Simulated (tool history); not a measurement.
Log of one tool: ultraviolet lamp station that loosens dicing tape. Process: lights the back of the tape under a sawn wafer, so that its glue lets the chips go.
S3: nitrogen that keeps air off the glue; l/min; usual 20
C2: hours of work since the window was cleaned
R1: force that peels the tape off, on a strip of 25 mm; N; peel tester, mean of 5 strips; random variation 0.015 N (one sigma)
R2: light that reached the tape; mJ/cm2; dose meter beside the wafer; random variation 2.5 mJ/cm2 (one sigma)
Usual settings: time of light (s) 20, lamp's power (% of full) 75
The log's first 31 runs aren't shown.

At day 24.900: window cleaned of glue's vapour.
Run 32, day 25.683: usual settings but time of light (s) 17, S3 25 l/min; hours of work of the lamp 857; C2 12. Result: R1 1.269 N, R2 211 mJ/cm2.
Run 33, day 26.829: usual settings but time of light (s) 33; hours of work of the lamp 874; C2 29. Result: R1 0.293 N, R2 411 mJ/cm2.
Run 34, day 27.829: usual settings but lamp's power (% of full) 97; hours of work of the lamp 889; C2 44. Result: R1 0.583 N, R2 321 mJ/cm2.
Run 35, day 28.475: usual settings but lamp's power (% of full) 94; hours of work of the lamp 899; C2 54. Result: R1 0.617 N, R2 305 mJ/cm2.
Run 36, day 29.588: usual settings but lamp's power (% of full) 66, S3 9 l/min; hours of work of the lamp 916; C2 70. Result: R1 2.223 N, R2 214 mJ/cm2.
Run 37, day 30.650: usual settings but lamp's power (% of full) 91, S3 7 l/min; hours of work of the lamp 932; C2 86. Result: R1 1.566 N, R2 292 mJ/cm2.
Run 38, day 31.188: usual settings but lamp's power (% of full) 91, S3 10 l/min; hours of work of the lamp 940; C2 95. Result: R1 1.211 N, R2 294 mJ/cm2.
Run 39, day 32.292: usual settings but time of light (s) 26, lamp's power (% of full) 98, S3 21 l/min; hours of work of the lamp 956; C2 111. Result: R1 0.291 N, R2 404 mJ/cm2.
Run 40, day 33.062: usual settings but time of light (s) 26, lamp's power (% of full) 98, S3 21 l/min; hours of work of the lamp 968; C2 123. Result: R1 0.296 N, R2 406 mJ/cm2.
Run 41, day 33.575: usual settings but time of light (s) 15, lamp's power (% of full) 73, S3 35 l/min; hours of work of the lamp 976; C2 130. Result: R1 1.634 N, R2 173 mJ/cm2.
Run 42, day 34.429: usual settings but S3 17 l/min; hours of work of the lamp 988; C2 143. Result: R1 1.352 N, R2 231 mJ/cm2.
Run 43, day 35.446: usual settings but time of light (s) 19, lamp's power (% of full) 73, S3 29 l/min; hours of work of the lamp 1004; C2 159. Result: R1 1.159 N, R2 217 mJ/cm2.

Forecast each of these 3 alternatives for the next run:
Run A, day 36.458: usual settings but time of light (s) 19, lamp's power (% of full) 73, S3 23 l/min; hours of work of the lamp 1019; C2 174. Result: R1 ?, R2 ?.
Run B, day 36.458: usual settings but time of light (s) 17, lamp's power (% of full) 65, S3 12 l/min; hours of work of the lamp 1019; C2 174. Result: R1 ?, R2 ?.
Run C, day 36.458: usual settings but time of light (s) 13, lamp's power (% of full) 63, S3 28 l/min; hours of work of the lamp 1019; C2 174. Result: R1 ?, R2 ?.

run     R1   R2
  A  1.327  213
  B  2.735  169
  C  2.793  128
Without the tool's hidden state the same runs would have given:
run     R1   R2
  A  0.747  277
  B  1.855  220
  C  1.917  166
